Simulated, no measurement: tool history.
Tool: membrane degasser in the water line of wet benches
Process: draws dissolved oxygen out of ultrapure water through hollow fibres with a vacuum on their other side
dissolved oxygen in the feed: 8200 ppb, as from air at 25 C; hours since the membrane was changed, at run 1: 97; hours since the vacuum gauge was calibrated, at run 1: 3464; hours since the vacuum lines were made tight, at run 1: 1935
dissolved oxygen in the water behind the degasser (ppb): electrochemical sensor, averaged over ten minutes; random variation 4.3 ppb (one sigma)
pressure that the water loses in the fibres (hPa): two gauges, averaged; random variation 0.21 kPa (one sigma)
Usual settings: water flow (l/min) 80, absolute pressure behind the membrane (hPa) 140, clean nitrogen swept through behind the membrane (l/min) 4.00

run,hour,water flow (l/min),absolute pressure behind the membrane (hPa),clean nitrogen swept through behind the membrane (l/min),hours since the membrane was changed,hours since the vacuum gauge was calibrated,hours since the vacuum lines were made tight,dissolved oxygen in the water behind the degasser (ppb),pressure that the water loses in the fibres (hPa)
1,0.0,80,140,4.00,97,3464,1935,556.7,514.7
2,71.5,80,140,4.00,168,3535,2007,551.5,513.5
3,147.6,80,147,4.00,245,3611,2083,590.6,510.7
4,227.4,80,133,4.00,324,3691,2163,532.3,511.8
5,313.0,80,140,4.00,410,3777,2248,570.6,510.9
6,409.1,80,140,4.00,506,3873,2344,564.0,510.2
7,477.6,80,140,11.01,575,3941,2413,290.9,511.0
# hour 502.2: vacuum gauge calibrated
8,609.7,63,309,1.80,706,108,2545,1692.9,400.3
9,678.0,52,140,4.00,774,176,2613,370.3,331.1
10,789.4,52,140,4.00,886,287,2724,367.2,325.8
11,857.7,52,140,4.00,954,356,2793,370.5,333.1
12,913.7,52,140,4.00,1010,412,2849,366.3,330.2
13,1049.6,52,140,4.00,1146,547,2984,368.1,326.3
14,1180.2,101,326,8.21,1277,678,3115,909.6,633.5

Forecast each of these 4 alternatives for the next run:
A,1305.4,101,326,1.87,1402,803,3240,?,?
B,1305.4,82,182,9.80,1402,803,3240,?,?
C,1305.4,62,109,3.34,1402,803,3240,?,?
D,1305.4,105,327,7.91,1402,803,3240,?,?

run,dissolved oxygen in the water behind the degasser (ppb),pressure that the water loses in the fibres (hPa)
A,2398.7,637.2
B,396.3,514.9
C,382.2,388.6
D,961.8,661.4
Without the tool's hidden state the same runs would have given:
run,dissolved oxygen in the water behind the degasser (ppb),pressure that the water loses in the fibres (hPa)
A,2398.5,649.7
B,396.2,525.0
C,382.1,396.3
D,961.6,674.3
